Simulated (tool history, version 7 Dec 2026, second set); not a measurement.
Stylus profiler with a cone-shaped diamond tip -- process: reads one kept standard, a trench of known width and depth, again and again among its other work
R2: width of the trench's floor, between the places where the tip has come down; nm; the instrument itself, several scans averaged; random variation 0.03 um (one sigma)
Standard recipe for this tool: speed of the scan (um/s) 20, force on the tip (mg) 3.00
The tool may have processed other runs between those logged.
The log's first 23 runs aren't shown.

{"run": 24, "day": 25.908, "speed of the scan (um/s)": 20, "force on the tip (mg)": 2.79, "depth of the trench (nm)": 506.72, "R2": 17280}
{"run": 25, "day": 26.917, "speed of the scan (um/s)": 20, "force on the tip (mg)": 2.79, "depth of the trench (nm)": 506.76, "R2": 17290}
{"run": 26, "day": 28.388, "speed of the scan (um/s)": 20, "force on the tip (mg)": 2.79, "depth of the trench (nm)": 506.74, "R2": 17300}
{"run": 27, "day": 29.708, "speed of the scan (um/s)": 7, "force on the tip (mg)": 8.57, "depth of the trench (nm)": 514.3, "R2": 17350}
{"run": 28, "day": 30.708, "speed of the scan (um/s)": 7, "force on the tip (mg)": 7.66, "depth of the trench (nm)": 512.99, "R2": 17320}
{"run": 29, "day": 31.921, "speed of the scan (um/s)": 19, "force on the tip (mg)": 7.66, "depth of the trench (nm)": 513.2, "R2": 17330}
{"run": 30, "day": 32.942, "speed of the scan (um/s)": 21, "force on the tip (mg)": 2.16, "depth of the trench (nm)": 505.54, "R2": 17330}
{"run": 31, "day": 34.004, "speed of the scan (um/s)": 29, "force on the tip (mg)": 4.71, "depth of the trench (nm)": 509.53, "R2": 17300}
{"run": 32, "day": 34.775, "speed of the scan (um/s)": 62, "force on the tip (mg)": 7.64, "depth of the trench (nm)": 513.11, "R2": 17210}
{"run": 33, "day": 35.671, "speed of the scan (um/s)": 20, "force on the tip (mg)": 3.0, "depth of the trench (nm)": 506.93, "R2": 17300}
{"run": 34, "day": 36.308, "speed of the scan (um/s)": 44, "force on the tip (mg)": 7.25, "depth of the trench (nm)": 512.46, "R2": 17270}
{"run": 35, "day": 37.642, "speed of the scan (um/s)": 44, "force on the tip (mg)": 7.25, "depth of the trench (nm)": 512.57, "R2": 17270}
{"run": 36, "day": 38.925, "speed of the scan (um/s)": 6, "force on the tip (mg)": 1.25, "depth of the trench (nm)": 503.72, "R2": 17300}

Forecast each of these 5 alternatives for the next run:
{"run": "A", "day": 40.354, "speed of the scan (um/s)": 5, "force on the tip (mg)": 3.71, "depth of the trench (nm)": "?", "R2": "?"}
{"run": "B", "day": 40.354, "speed of the scan (um/s)": 5, "force on the tip (mg)": 3.94, "depth of the trench (nm)": "?", "R2": "?"}
{"run": "C", "day": 40.354, "speed of the scan (um/s)": 50, "force on the tip (mg)": 4.34, "depth of the trench (nm)": "?", "R2": "?"}
{"run": "D", "day": 40.354, "speed of the scan (um/s)": 12, "force on the tip (mg)": 7.03, "depth of the trench (nm)": "?", "R2": "?"}
{"run": "E", "day": 40.354, "speed of the scan (um/s)": 13, "force on the tip (mg)": 5.94, "depth of the trench (nm)": "?", "R2": "?"}

run=A depth_of_the_trench_(nm)=508.16 R2=17340
run=B depth_of_the_trench_(nm)=508.42 R2=17340
run=C depth_of_the_trench_(nm)=508.91 R2=17250
run=D depth_of_the_trench_(nm)=512.16 R2=17310
run=E depth_of_the_trench_(nm)=511.12 R2=17310
Take away the tool's hidden state, keep each run's random variation, and the runs would have read:
run=A depth_of_the_trench_(nm)=508.13 R2=17350
run=B depth_of_the_trench_(nm)=508.39 R2=17360
run=C depth_of_the_trench_(nm)=508.89 R2=17260
run=D depth_of_the_trench_(nm)=512.14 R2=17320
run=E depth_of_the_trench_(nm)=511.10 R2=17330

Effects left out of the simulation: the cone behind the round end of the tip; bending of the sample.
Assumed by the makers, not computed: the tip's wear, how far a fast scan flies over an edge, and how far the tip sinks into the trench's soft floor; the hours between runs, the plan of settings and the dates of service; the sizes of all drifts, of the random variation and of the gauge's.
